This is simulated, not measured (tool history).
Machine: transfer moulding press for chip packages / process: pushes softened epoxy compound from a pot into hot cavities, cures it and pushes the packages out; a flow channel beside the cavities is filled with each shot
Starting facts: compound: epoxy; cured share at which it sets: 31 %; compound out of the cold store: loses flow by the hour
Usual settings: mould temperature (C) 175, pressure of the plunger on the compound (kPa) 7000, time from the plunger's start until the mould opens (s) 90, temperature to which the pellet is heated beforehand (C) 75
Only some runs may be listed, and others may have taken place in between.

run   hour  mould temperature (C)  pressure of the plunger on the compound (kPa)  time from the plunger's start until the mould opens (s)  temperature to which the pellet is heated beforehand (C)  incoming compound's hours out of the cold store  length that the compound runs in the flow channel (mm)  greatest force on the pins that push the packages out (N)
  1    0.0                    175                                           7000                                                       90                                                        75                                              8.1                                                     670                                                        346
  2    7.9                    175                                           7000                                                       90                                                        75                                             47.8                                                     562                                                        348
  3   23.9                    175                                           7000                                                       90                                                        75                                             15.5                                                     647                                                        412
  4   31.7                    175                                           7000                                                       90                                                        75                                             45.2                                                     565                                                        399
  5   39.7                    175                                           7000                                                       90                                                        75                                             28.7                                                     612                                                        433
  6   51.2                    175                                           7000                                                       90                                                        75                                             13.8                                                     656                                                        468
  7   59.0                    175                                           5300                                                       90                                                        75                                             15.3                                                     563                                                        496
      71.9  -- cavities cleaned with cleaning compound and waxed
  8   73.4                    175                                           5300                                                       90                                                        75                                             31.9                                                     524                                                        326
  9   87.5                    175                                           5300                                                       90                                                        75                                             30.2                                                     527                                                        378
 10  100.3                    175                                           5300                                                       90                                                        75                                             37.1                                                     509                                                        407
 11  113.4                    175                                           7000                                                       90                                                        75                                             36.0                                                     586                                                        415
 12  123.0                    175                                           7000                                                       90                                                        75                                             26.2                                                     616                                                        445
 13  136.1                    175                                           7000                                                       90                                                        79                                             20.0                                                     635                                                        481
     146.6  -- cavities cleaned with cleaning compound and waxed
 14  149.9                    169                                           7000                                                       89                                                        75                                             11.0                                                     682                                                        541
 15  156.7                    175                                           7000                                                      105                                                        68                                             11.2                                                     655                                                        316
 16  168.0                    169                                           5800                                                      121                                                        81                                             45.1                                                     529                                                        341
 17  178.1                    170                                           6560                                                       90                                                        69                                             39.2                                                     573                                                        547
 18  185.2                    182                                           6880                                                       90                                                        69                                             24.4                                                     594                                                        367
 19  192.8                    180                                           7070                                                       92                                                        66                                             36.9                                                     579                                                        386
 20  200.2                    180                                           7070                                                       92                                                        66                                             30.3                                                     590                                                        387
 21  215.9                    178                                           7000                                                      117                                                        73                                             31.1                                                     594                                                        393
     221.4  -- cavities cleaned with cleaning compound and waxed
 22  232.0                    178                                           7000                                                      117                                                        73                                             25.4                                                     605                                                        300

Consider 5 possible next runs. They are alternatives, not a sequence: every one starts from the tool as it was left by run 22. What does each give?
  A  244.9                    169                                           7000                                                      116                                                        82                                             29.1                                                       ?                                                          ?
  B  244.9                    175                                           8120                                                       90                                                        75                                             26.7                                                       ?                                                          ?
  C  244.9                    176                                           7000                                                      117                                                        73                                             13.4                                                       ?                                                          ?
  D  244.9                    178                                           5300                                                       93                                                        73                                             34.0                                                       ?                                                          ?
  E  244.9                    173                                           6280                                                      117                                                        73                                             24.9                                                       ?                                                          ?

run  length that the compound runs in the flow channel (mm)  greatest force on the pins that push the packages out (N)
  A                                                     621                                                        379
  B                                                     659                                                        392
  C                                                     641                                                        334
  D                                                     505                                                        358
  E                                                     591                                                        335
Without the tool's hidden state the same runs would have given:
run  length that the compound runs in the flow channel (mm)  greatest force on the pins that push the packages out (N)
  A                                                     640                                                        303
  B                                                     679                                                        313
  C                                                     660                                                        267
  D                                                     521                                                        287
  E                                                     609                                                        267

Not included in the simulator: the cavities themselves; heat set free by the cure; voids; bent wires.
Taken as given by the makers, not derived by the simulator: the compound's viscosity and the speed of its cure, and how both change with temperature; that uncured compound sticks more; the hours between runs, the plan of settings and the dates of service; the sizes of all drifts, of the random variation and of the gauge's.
